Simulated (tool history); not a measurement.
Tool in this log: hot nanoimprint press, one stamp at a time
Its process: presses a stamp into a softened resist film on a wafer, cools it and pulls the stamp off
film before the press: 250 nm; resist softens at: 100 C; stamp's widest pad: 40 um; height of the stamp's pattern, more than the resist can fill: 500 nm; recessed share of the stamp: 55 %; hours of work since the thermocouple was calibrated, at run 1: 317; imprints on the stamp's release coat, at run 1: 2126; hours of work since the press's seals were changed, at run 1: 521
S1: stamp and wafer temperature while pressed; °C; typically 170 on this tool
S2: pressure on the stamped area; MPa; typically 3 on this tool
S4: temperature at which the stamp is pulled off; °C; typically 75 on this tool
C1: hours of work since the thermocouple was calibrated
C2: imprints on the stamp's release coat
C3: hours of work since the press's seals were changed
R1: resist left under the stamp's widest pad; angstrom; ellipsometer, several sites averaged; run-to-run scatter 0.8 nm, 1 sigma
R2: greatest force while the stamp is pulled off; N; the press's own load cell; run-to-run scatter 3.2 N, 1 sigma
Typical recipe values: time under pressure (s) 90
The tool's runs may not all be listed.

{"run": 1, "hour": 0.0, "S1": 170, "S2": 3, "time under pressure (s)": 90, "S4": 75, "C1": 317, "C2": 2126, "C3": 521, "R1": 1114, "R2": 192}
{"hour": 11.1, "done": "stamp cleaned and given a new release coat"}
{"run": 2, "hour": 38.2, "S1": 170, "S2": 3, "time under pressure (s)": 90, "S4": 64, "C1": 334, "C2": 65, "C3": 538, "R1": 1098, "R2": 175}
{"run": 3, "hour": 96.8, "S1": 180, "S2": 3, "time under pressure (s)": 90, "S4": 64, "C1": 365, "C2": 205, "C3": 569, "R1": 768, "R2": 173}
{"run": 4, "hour": 153.4, "S1": 159, "S2": 3, "time under pressure (s)": 90, "S4": 75, "C1": 394, "C2": 340, "C3": 598, "R1": 1654, "R2": 166}
{"run": 5, "hour": 201.3, "S1": 170, "S2": 3, "time under pressure (s)": 90, "S4": 75, "C1": 419, "C2": 454, "C3": 623, "R1": 1138, "R2": 159}
{"run": 6, "hour": 256.7, "S1": 170, "S2": 3, "time under pressure (s)": 90, "S4": 75, "C1": 448, "C2": 586, "C3": 652, "R1": 1118, "R2": 164}
{"run": 7, "hour": 316.7, "S1": 170, "S2": 3, "time under pressure (s)": 90, "S4": 75, "C1": 479, "C2": 729, "C3": 683, "R1": 1144, "R2": 169}
{"run": 8, "hour": 379.9, "S1": 170, "S2": 3, "time under pressure (s)": 90, "S4": 75, "C1": 512, "C2": 880, "C3": 716, "R1": 1152, "R2": 174}
{"hour": 426.6, "done": "plate thermocouple calibrated"}
{"run": 9, "hour": 447.4, "S1": 170, "S2": 3, "time under pressure (s)": 90, "S4": 75, "C1": 11, "C2": 1034, "C3": 749, "R1": 1174, "R2": 171}
{"run": 10, "hour": 481.3, "S1": 170, "S2": 3, "time under pressure (s)": 49, "S4": 75, "C1": 28, "C2": 1114, "C3": 767, "R1": 1444, "R2": 170}
{"run": 11, "hour": 527.6, "S1": 170, "S2": 3, "time under pressure (s)": 49, "S4": 75, "C1": 52, "C2": 1225, "C3": 791, "R1": 1440, "R2": 179}
{"run": 12, "hour": 559.7, "S1": 170, "S2": 3, "time under pressure (s)": 90, "S4": 75, "C1": 69, "C2": 1301, "C3": 807, "R1": 1184, "R2": 183}
{"hour": 605.1, "done": "plate thermocouple calibrated, once more"}
{"run": 13, "hour": 631.4, "S1": 170, "S2": 3, "time under pressure (s)": 90, "S4": 75, "C1": 14, "C2": 1465, "C3": 843, "R1": 1052, "R2": 185}
{"run": 14, "hour": 685.1, "S1": 170, "S2": 3, "time under pressure (s)": 90, "S4": 75, "C1": 42, "C2": 1594, "C3": 871, "R1": 1065, "R2": 173}
{"run": 15, "hour": 744.4, "S1": 170, "S2": 3, "time under pressure (s)": 90, "S4": 75, "C1": 72, "C2": 1735, "C3": 902, "R1": 1078, "R2": 185}
{"run": 16, "hour": 803.9, "S1": 170, "S2": 3, "time under pressure (s)": 90, "S4": 75, "C1": 103, "C2": 1877, "C3": 933, "R1": 1088, "R2": 184}
{"run": 17, "hour": 834.6, "S1": 178, "S2": 4.63, "time under pressure (s)": 145, "S4": 80, "C1": 119, "C2": 1950, "C3": 948, "R1": 524, "R2": 187}
{"run": 18, "hour": 903.1, "S1": 158, "S2": 4.04, "time under pressure (s)": 73, "S4": 74, "C1": 155, "C2": 2113, "C3": 984, "R1": 1621, "R2": 194}
{"hour": 918.5, "done": "stamp cleaned and given a new release coat"}
{"run": 19, "hour": 943.7, "S1": 165, "S2": 4.04, "time under pressure (s)": 51, "S4": 74, "C1": 173, "C2": 60, "C3": 1002, "R1": 1428, "R2": 157}
{"run": 20, "hour": 995.2, "S1": 168, "S2": 3, "time under pressure (s)": 88, "S4": 75, "C1": 199, "C2": 183, "C3": 1029, "R1": 1202, "R2": 155}
{"run": 21, "hour": 1054.2, "S1": 168, "S2": 3, "time under pressure (s)": 88, "S4": 75, "C1": 230, "C2": 323, "C3": 1059, "R1": 1211, "R2": 167}
{"run": 22, "hour": 1104.5, "S1": 168, "S2": 3, "time under pressure (s)": 88, "S4": 75, "C1": 256, "C2": 443, "C3": 1085, "R1": 1219, "R2": 168}
{"run": 23, "hour": 1142.6, "S1": 174, "S2": 2.17, "time under pressure (s)": 52, "S4": 79, "C1": 276, "C2": 534, "C3": 1105, "R1": 1363, "R2": 159}
{"run": 24, "hour": 1183.7, "S1": 170, "S2": 3.69, "time under pressure (s)": 82, "S4": 75, "C1": 297, "C2": 632, "C3": 1127, "R1": 1044, "R2": 170}
{"run": 25, "hour": 1223.4, "S1": 170, "S2": 4.26, "time under pressure (s)": 90, "S4": 75, "C1": 318, "C2": 727, "C3": 1147, "R1": 954, "R2": 171}
{"run": 26, "hour": 1263.5, "S1": 181, "S2": 2.84, "time under pressure (s)": 114, "S4": 61, "C1": 339, "C2": 823, "C3": 1168, "R1": 695, "R2": 184}
{"run": 27, "hour": 1307.0, "S1": 160, "S2": 2.17, "time under pressure (s)": 71, "S4": 75, "C1": 361, "C2": 926, "C3": 1191, "R1": 1875, "R2": 172}
{"run": 28, "hour": 1354.2, "S1": 160, "S2": 2.17, "time under pressure (s)": 71, "S4": 75, "C1": 386, "C2": 1039, "C3": 1215, "R1": 1921, "R2": 174}
{"run": 29, "hour": 1405.0, "S1": 176, "S2": 3, "time under pressure (s)": 90, "S4": 67, "C1": 412, "C2": 1160, "C3": 1241, "R1": 917, "R2": 194}
{"run": 30, "hour": 1440.8, "S1": 176, "S2": 3, "time under pressure (s)": 90, "S4": 67, "C1": 431, "C2": 1245, "C3": 1260, "R1": 919, "R2": 190}
{"run": 31, "hour": 1500.6, "S1": 180, "S2": 3, "time under pressure (s)": 90, "S4": 75, "C1": 462, "C2": 1388, "C3": 1291, "R1": 797, "R2": 178}

3 ways to go on from here, each from the tool as it stands after run 31. What would each give?
{"run": "A", "hour": 1529.3, "S1": 170, "S2": 1.83, "time under pressure (s)": 90, "S4": 75, "C1": 477, "C2": 1456, "C3": 1306, "R1": "?", "R2": "?"}
{"run": "B", "hour": 1529.3, "S1": 177, "S2": 3, "time under pressure (s)": 90, "S4": 75, "C1": 477, "C2": 1456, "C3": 1306, "R1": "?", "R2": "?"}
{"run": "C", "hour": 1529.3, "S1": 170, "S2": 2.07, "time under pressure (s)": 90, "S4": 77, "C1": 477, "C2": 1456, "C3": 1306, "R1": "?", "R2": "?"}

run=A R1=1417 R2=179
run=B R1=876 R2=187
run=C R1=1358 R2=180
With no hidden state in the tool, these same runs would have given:
run=A R1=1295 R2=150
run=B R1=780 R2=157
run=C R1=1236 R2=151
